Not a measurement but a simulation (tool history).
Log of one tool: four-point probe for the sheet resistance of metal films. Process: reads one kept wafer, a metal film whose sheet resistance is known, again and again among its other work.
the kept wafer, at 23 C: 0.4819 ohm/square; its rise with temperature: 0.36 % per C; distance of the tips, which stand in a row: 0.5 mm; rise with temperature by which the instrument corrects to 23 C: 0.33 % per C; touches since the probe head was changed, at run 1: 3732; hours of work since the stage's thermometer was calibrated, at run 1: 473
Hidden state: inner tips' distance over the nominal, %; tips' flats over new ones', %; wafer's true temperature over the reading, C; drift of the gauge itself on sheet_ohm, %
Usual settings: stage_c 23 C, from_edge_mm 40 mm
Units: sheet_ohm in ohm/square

run   hour  stage_c  from_edge_mm  touches since the probe head was changed  hours of work since the stage's thermometer was calibrated  sheet_ohm
  1      0       23            40                                      3732                                                         473   0.482484
  2   16.8       23            40                                      4007                                                         482   0.482333
  3   31.3       23            40                                      4243                                                         489   0.482295
  4   40.3       23            40                                      4392                                                         493   0.482381
  5   52.7       23            40                                      4594                                                         499   0.482311
  6   66.8       23            40                                      4825                                                         506   0.482105
  7   75.4       23             5                                      4966                                                         511   0.484843
  8   84.9       19             5                                      5121                                                         515    0.48417
  9   94.1       33             5                                      5270                                                         520   0.486118
 10  114.6       33             5                                      5606                                                         530    0.48628
     116.1  -- stage's thermometer calibrated
 11  129.4       23             6                                      5840                                                           7   0.483859
 12  147.4       23             5                                      6134                                                          16    0.48485
 13  158.2       26            66                                      6310                                                          21   0.482448
 14  174.6       35            47                                      6578                                                          29   0.483842
     189.1  -- stage's thermometer calibrated, once more
 15  193.2       18             3                                      6874                                                           2   0.488836
 16  207.7       18             3                                      7111                                                           9   0.488918
 17  218.6       22            40                                      7289                                                          15   0.482346
 18  233.8       22            40                                      7538                                                          22   0.482223
 19  251.5       22            40                                      7827                                                          31   0.482143
 20  268.3       22             6                                      8101                                                          39   0.484105

Forecast each of these 4 alternatives for the next run:
  A  287.4       24            45                                      8414                                                          49          ?
  B  287.4       23            27                                      8414                                                          49          ?
  C  287.4       24             6                                      8414                                                          49          ?
  D  287.4       23            33                                      8414                                                          49          ?

run  sheet_ohm
  A   0.482407
  B   0.482385
  C   0.484327
  D   0.482424
Without the tool's hidden state the same runs would have given:
run  sheet_ohm
  A   0.481921
  B     0.4819
  C    0.48384
  D   0.481939
